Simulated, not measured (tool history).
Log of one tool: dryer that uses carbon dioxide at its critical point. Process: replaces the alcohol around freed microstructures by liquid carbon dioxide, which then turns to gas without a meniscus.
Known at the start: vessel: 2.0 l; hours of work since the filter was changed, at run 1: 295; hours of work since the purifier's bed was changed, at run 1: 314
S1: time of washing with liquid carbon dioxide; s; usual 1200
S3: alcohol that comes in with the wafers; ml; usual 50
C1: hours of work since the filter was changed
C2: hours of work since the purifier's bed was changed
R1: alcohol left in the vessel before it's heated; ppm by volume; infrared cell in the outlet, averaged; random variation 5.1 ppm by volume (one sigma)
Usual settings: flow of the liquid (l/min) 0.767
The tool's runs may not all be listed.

{"run": 1, "hour": 0.0, "S1": 1200, "flow of the liquid (l/min)": 0.767, "S3": 50, "C1": 295, "C2": 314, "R1": 200}
{"run": 2, "hour": 8.5, "S1": 1200, "flow of the liquid (l/min)": 0.767, "S3": 50, "C1": 298, "C2": 318, "R1": 210}
{"hour": 12.7, "done": "inlet filter changed"}
{"run": 3, "hour": 19.3, "S1": 1200, "flow of the liquid (l/min)": 0.767, "S3": 50, "C1": 3, "C2": 322, "R1": 129}
{"run": 4, "hour": 27.3, "S1": 1200, "flow of the liquid (l/min)": 0.573, "S3": 50, "C1": 6, "C2": 326, "R1": 368}
{"run": 5, "hour": 40.5, "S1": 1200, "flow of the liquid (l/min)": 0.767, "S3": 50, "C1": 12, "C2": 331, "R1": 131}
{"run": 6, "hour": 50.9, "S1": 1200, "flow of the liquid (l/min)": 0.767, "S3": 50, "C1": 17, "C2": 336, "R1": 145}
{"run": 7, "hour": 59.0, "S1": 1200, "flow of the liquid (l/min)": 0.677, "S3": 50, "C1": 20, "C2": 339, "R1": 203}
{"run": 8, "hour": 74.0, "S1": 1200, "flow of the liquid (l/min)": 0.677, "S3": 50, "C1": 27, "C2": 346, "R1": 208}
{"run": 9, "hour": 90.5, "S1": 1200, "flow of the liquid (l/min)": 0.77, "S3": 50, "C1": 34, "C2": 353, "R1": 143}
{"run": 10, "hour": 101.9, "S1": 1200, "flow of the liquid (l/min)": 1.074, "S3": 50, "C1": 39, "C2": 358, "R1": 67}
{"run": 11, "hour": 110.5, "S1": 1200, "flow of the liquid (l/min)": 0.767, "S3": 50, "C1": 43, "C2": 362, "R1": 134}
{"run": 12, "hour": 126.4, "S1": 1200, "flow of the liquid (l/min)": 0.767, "S3": 21, "C1": 50, "C2": 369, "R1": 97}
{"run": 13, "hour": 143.7, "S1": 1200, "flow of the liquid (l/min)": 0.767, "S3": 21, "C1": 57, "C2": 376, "R1": 107}
{"run": 14, "hour": 154.1, "S1": 1200, "flow of the liquid (l/min)": 0.767, "S3": 21, "C1": 62, "C2": 381, "R1": 98}
{"run": 15, "hour": 161.4, "S1": 1200, "flow of the liquid (l/min)": 0.767, "S3": 66, "C1": 65, "C2": 384, "R1": 182}
{"run": 16, "hour": 169.4, "S1": 1200, "flow of the liquid (l/min)": 0.767, "S3": 66, "C1": 69, "C2": 388, "R1": 173}
{"run": 17, "hour": 178.4, "S1": 1200, "flow of the liquid (l/min)": 0.767, "S3": 66, "C1": 73, "C2": 392, "R1": 171}
{"run": 18, "hour": 191.7, "S1": 1200, "flow of the liquid (l/min)": 0.767, "S3": 66, "C1": 78, "C2": 397, "R1": 180}
{"run": 19, "hour": 201.1, "S1": 1200, "flow of the liquid (l/min)": 0.767, "S3": 66, "C1": 82, "C2": 402, "R1": 179}
{"run": 20, "hour": 216.3, "S1": 1200, "flow of the liquid (l/min)": 0.767, "S3": 66, "C1": 89, "C2": 408, "R1": 195}
{"run": 21, "hour": 232.8, "S1": 1200, "flow of the liquid (l/min)": 0.767, "S3": 66, "C1": 96, "C2": 415, "R1": 194}

Forecast run 22:
{"run": 22, "hour": 250.6, "S1": 1200, "flow of the liquid (l/min)": 0.767, "S3": 66, "C1": 104, "C2": 423, "R1": "?"}

Run 22 gave R1 199 ppm by volume.
Without the tool's hidden state the same run would have given R1 99 ppm by volume.

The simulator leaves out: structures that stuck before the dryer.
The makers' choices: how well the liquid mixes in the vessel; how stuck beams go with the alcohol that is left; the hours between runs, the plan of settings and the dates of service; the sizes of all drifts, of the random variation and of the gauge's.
